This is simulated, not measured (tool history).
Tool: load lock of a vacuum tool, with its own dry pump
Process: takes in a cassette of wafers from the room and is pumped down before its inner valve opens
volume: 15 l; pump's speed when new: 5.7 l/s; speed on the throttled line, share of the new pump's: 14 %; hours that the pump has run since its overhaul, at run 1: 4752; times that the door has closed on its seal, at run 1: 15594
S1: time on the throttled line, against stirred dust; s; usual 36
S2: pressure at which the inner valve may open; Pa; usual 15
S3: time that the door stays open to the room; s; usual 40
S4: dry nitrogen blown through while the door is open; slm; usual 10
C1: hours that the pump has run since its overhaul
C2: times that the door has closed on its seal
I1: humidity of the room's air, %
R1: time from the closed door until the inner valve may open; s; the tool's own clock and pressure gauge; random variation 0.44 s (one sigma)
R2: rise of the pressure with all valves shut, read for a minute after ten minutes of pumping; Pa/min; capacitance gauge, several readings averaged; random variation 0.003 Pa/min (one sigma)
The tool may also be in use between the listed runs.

Run 1, hour 0.0: usual settings; C1 4752; C2 15594; I1 44.1. Result: R1 55.7 s, R2 0.096 Pa/min.
Run 2, hour 234.3: usual settings but S3 50 s; C1 4987; C2 15854; I1 45.6. Result: R1 55.8 s, R2 0.107 Pa/min.
Run 3, hour 492.7: usual settings but S3 50 s, S4 5 slm; C1 5245; C2 16142; I1 40.9. Result: R1 55.4 s, R2 0.112 Pa/min.
Run 4, hour 661.2: usual settings but S3 50 s, S4 5 slm; C1 5414; C2 16329; I1 44.2. Result: R1 55.8 s, R2 0.116 Pa/min.
Run 5, hour 999.6: usual settings but S3 129 s; C1 5752; C2 16705; I1 44.1. Result: R1 55.9 s, R2 0.134 Pa/min.
Run 6, hour 1383.2: usual settings; C1 6136; C2 17132; I1 46.8. Result: R1 56.3 s, R2 0.107 Pa/min.
Run 7, hour 1607.4: usual settings but S1 34 s; C1 6360; C2 17381; I1 43.1. Result: R1 53.9 s, R2 0.102 Pa/min.
Run 8, hour 1783.8: usual settings but S1 34 s; C1 6536; C2 17577; I1 49.1. Result: R1 55.1 s, R2 0.110 Pa/min.
Run 9, hour 1965.7: usual settings but S1 34 s; C1 6718; C2 17780; I1 45.4. Result: R1 54.4 s, R2 0.109 Pa/min.
Run 10, hour 2358.1: usual settings but S2 13 Pa; C1 7110; C2 18216; I1 45.7. Result: R1 56.7 s, R2 0.108 Pa/min.
Run 11, hour 2734.0: usual settings but S1 56 s, S4 33 slm; C1 7486; C2 18634; I1 48.0. Result: R1 73.7 s, R2 0.103 Pa/min.
Run 12, hour 3110.0: usual settings but S1 56 s, S4 33 slm; C1 7862; C2 19052; I1 46.3. Result: R1 73.7 s, R2 0.101 Pa/min.
Run 13, hour 3501.2: usual settings but S1 67 s; C1 8254; C2 19487; I1 44.3. Result: R1 82.8 s, R2 0.112 Pa/min.
Run 14, hour 3739.6: usual settings but S1 67 s; C1 8492; C2 19752; I1 42.3. Result: R1 82.2 s, R2 0.118 Pa/min.
Run 15, hour 4017.4: usual settings but S1 42 s, S3 97 s; C1 8770; C2 20061; I1 44.8. Result: R1 62.0 s, R2 0.144 Pa/min.
Run 16, hour 4268.4: usual settings but S1 42 s, S3 97 s; C1 9021; C2 20340; I1 45.1. Result: R1 61.6 s, R2 0.150 Pa/min.

Forecast run 17:
Run 17, hour 4584.4: usual settings but S1 26 s, S2 14 Pa, S3 175 s, S4 5 slm; C1 9337; C2 20691; I1 43.8. Result: R1 ?, R2 ?.

Run 17 gave R1 48.5 s, R2 0.195 Pa/min.
Without the tool's hidden state the same run would have given R1 45.7 s, R2 0.110 Pa/min.
